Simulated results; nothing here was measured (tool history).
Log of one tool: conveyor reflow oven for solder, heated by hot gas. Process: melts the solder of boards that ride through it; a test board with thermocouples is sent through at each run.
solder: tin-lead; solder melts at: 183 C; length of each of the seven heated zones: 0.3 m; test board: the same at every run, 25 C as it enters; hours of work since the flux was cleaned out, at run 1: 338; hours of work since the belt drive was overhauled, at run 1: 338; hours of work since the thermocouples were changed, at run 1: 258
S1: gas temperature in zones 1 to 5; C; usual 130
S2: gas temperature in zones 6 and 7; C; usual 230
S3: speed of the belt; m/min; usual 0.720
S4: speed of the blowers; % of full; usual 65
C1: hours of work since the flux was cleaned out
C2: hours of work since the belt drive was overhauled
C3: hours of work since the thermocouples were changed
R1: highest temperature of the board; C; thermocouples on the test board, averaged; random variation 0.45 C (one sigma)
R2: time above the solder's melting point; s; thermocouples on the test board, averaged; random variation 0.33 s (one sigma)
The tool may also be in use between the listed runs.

run	day	S1	S2	S3	S4	C1	C2	C3	R1	R2
1	0.000	130	230	0.720	65	338	338	258	212.3	33.7
2	0.429	130	230	0.720	65	345	345	265	212.6	33.2
# day 1.025: flux residue cleaned out of gas plates and filters
3	1.321	130	230	0.720	65	5	356	276	213.3	33.7
4	1.629	130	230	0.720	65	10	361	281	212.6	32.8
5	1.992	130	230	0.630	65	16	367	287	216.2	40.9
6	2.654	130	230	0.630	65	27	378	298	217.4	40.9
7	3.112	130	230	0.630	65	35	386	306	216.2	41.0
8	3.512	139	230	0.720	65	41	393	313	214.3	36.3
9	4.075	139	230	0.720	65	51	402	322	213.8	36.3
10	4.783	139	230	0.720	65	62	414	334	213.5	36.1
11	5.221	139	230	0.720	65	70	421	341	214.5	36.1
12	5.908	137	230	0.749	57	81	432	352	210.7	31.9
13	6.392	130	230	0.750	71	89	440	360	213.1	31.5
14	6.821	130	230	0.750	71	96	448	368	212.3	31.7
15	7.542	130	230	0.750	71	108	459	379	212.5	31.8
16	7.900	130	222	0.841	71	114	465	385	202.0	22.2
17	8.612	140	238	0.664	62	126	477	397	223.0	44.3
18	8.975	140	238	0.664	62	132	483	403	222.9	44.5
19	9.467	135	230	0.690	76	140	492	412	217.7	38.7

4 ways to go on from here, each from the tool as it stands after run 19. What would each give?
A	9.796	135	230	0.822	83	146	497	417	?	?
B	9.796	119	238	0.720	65	146	497	417	?	?
C	9.796	135	230	0.599	87	146	497	417	?	?
D	9.796	135	230	0.690	57	146	497	417	?	?

run	R1	R2
A	213.0	31.0
B	217.4	34.2
C	221.2	48.3
D	212.0	36.3
Without the tool's hidden state the same runs would have given:
run	R1	R2
A	213.2	31.1
B	217.5	34.3
C	221.3	48.3
D	212.2	36.3
